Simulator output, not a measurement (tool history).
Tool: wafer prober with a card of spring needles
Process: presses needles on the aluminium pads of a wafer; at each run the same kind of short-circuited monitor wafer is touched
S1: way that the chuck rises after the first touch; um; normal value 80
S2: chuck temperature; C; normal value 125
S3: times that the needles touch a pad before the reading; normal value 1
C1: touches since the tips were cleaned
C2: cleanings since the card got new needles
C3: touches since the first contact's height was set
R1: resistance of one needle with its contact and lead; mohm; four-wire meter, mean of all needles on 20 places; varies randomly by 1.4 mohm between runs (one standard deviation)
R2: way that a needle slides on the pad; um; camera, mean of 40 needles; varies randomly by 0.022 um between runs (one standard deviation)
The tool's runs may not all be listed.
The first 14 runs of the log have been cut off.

At hour 142.5: tips cleaned on abrasive film.
Run 15, hour 146.6: usual settings; C1 2323; C2 38; C3 26863. Result: R1 121 mohm, R2 15.59 um.
At hour 154.0: tips cleaned on abrasive film.
Run 16, hour 161.1: usual settings; C1 4035; C2 39; C3 34942. Result: R1 118 mohm, R2 15.64 um.
At hour 165.1: tips cleaned on abrasive film.
Run 17, hour 169.9: usual settings but S2 26 C; C1 2708; C2 40; C3 39824. Result: R1 109 mohm, R2 15.65 um.
At hour 177.0: tips cleaned on abrasive film.
Run 18, hour 178.2: usual settings but S2 26 C; C1 684; C2 41; C3 44415. Result: R1 109 mohm, R2 15.64 um.
Run 19, hour 184.2: usual settings but S2 67 C; C1 4057; C2 41; C3 47788. Result: R1 114 mohm, R2 15.68 um.
At hour 188.5: tips cleaned on abrasive film.
Run 20, hour 194.5: usual settings but S2 67 C; C1 3340; C2 42; C3 53474. Result: R1 115 mohm, R2 15.74 um.
At hour 199.9: tips cleaned on abrasive film.
Run 21, hour 203.4: usual settings but S2 79 C; C1 1946; C2 43; C3 58447. Result: R1 115 mohm, R2 15.70 um.
At hour 205.9: gauge calibrated.
Run 22, hour 210.1: usual settings but S1 61 um, S2 52 C, S3 2; C1 5687; C2 43; C3 62188. Result: R1 116 mohm, R2 11.68 um.
At hour 212.0: tips cleaned on abrasive film.
Run 23, hour 222.1: usual settings but S1 88 um, S2 49 C, S3 3; C1 5629; C2 44; C3 68866. Result: R1 110 mohm, R2 16.87 um.
At hour 223.6: tips cleaned on abrasive film.
Run 24, hour 229.6: usual settings but S1 84 um, S3 2; C1 3357; C2 45; C3 73011. Result: R1 120 mohm, R2 16.12 um.
At hour 235.8: tips cleaned on abrasive film.
Run 25, hour 237.7: usual settings but S1 96 um, S2 36 C, S3 2; C1 1091; C2 46; C3 77546. Result: R1 106 mohm, R2 18.48 um.
At hour 246.9: tips cleaned on abrasive film.
Run 26, hour 247.9: usual settings but S1 66 um, S2 34 C; C1 565; C2 47; C3 83189. Result: R1 109 mohm, R2 12.69 um.
At hour 258.1: tips cleaned on abrasive film.
Run 27, hour 261.2: usual settings but S1 86 um; C1 1717; C2 48; C3 90599. Result: R1 121 mohm, R2 16.62 um.
At hour 269.4: tips cleaned on abrasive film.
Run 28, hour 273.0: usual settings but S2 101 C, S3 3; C1 1990; C2 49; C3 97153. Result: R1 116 mohm, R2 15.41 um.
At hour 280.7: tips cleaned on abrasive film.
Run 29, hour 284.0: usual settings but S1 84 um, S2 53 C; C1 1873; C2 50; C3 103289. Result: R1 110 mohm, R2 16.23 um.
At hour 291.7: tips cleaned on abrasive film.
Run 30, hour 293.0: usual settings but S1 84 um, S2 53 C; C1 720; C2 51; C3 108273. Result: R1 112 mohm, R2 16.22 um.
Run 31, hour 301.5: usual settings but S1 84 um, S2 53 C; C1 5487; C2 51; C3 113040. Result: R1 111 mohm, R2 16.26 um.
At hour 303.0: tips cleaned on abrasive film.
At hour 304.7: height of the first contact set anew.
Run 32, hour 308.4: usual settings but S1 84 um, S2 53 C; C1 2885; C2 52; C3 2118. Result: R1 112 mohm, R2 16.23 um.

Below are 5 alternative next runs, each starting from the tool's condition after run 32. Predict each:
At hour 314.3: tips cleaned on abrasive film.
Run A, hour 321.0: usual settings but S1 88 um, S2 25 C, S3 2; C1 3753; C2 53; C3 9106. Result: R1 ?, R2 ?.
At hour 314.3: tips cleaned on abrasive film.
Run B, hour 321.0: usual settings but S2 42 C; C1 3753; C2 53; C3 9106. Result: R1 ?, R2 ?.
At hour 314.3: tips cleaned on abrasive film.
Run C, hour 321.0: usual settings but S1 81 um, S2 48 C, S3 3; C1 3753; C2 53; C3 9106. Result: R1 ?, R2 ?.
At hour 314.3: tips cleaned on abrasive film.
Run D, hour 321.0: usual settings but S1 78 um, S2 57 C, S3 2; C1 3753; C2 53; C3 9106. Result: R1 ?, R2 ?.
At hour 314.3: tips cleaned on abrasive film.
Run E, hour 321.0: usual settings but S1 91 um, S2 31 C, S3 2; C1 3753; C2 53; C3 9106. Result: R1 ?, R2 ?.

run   R1     R2
  A  104  17.08
  B  111  15.53
  C  109  15.72
  D  112  15.10
  E  106  17.68
Without the tool's unlogged condition, the same runs would have read:
run   R1     R2
  A  104  16.83
  B  111  15.30
  C  108  15.49
  D  112  14.87
  E  106  17.42
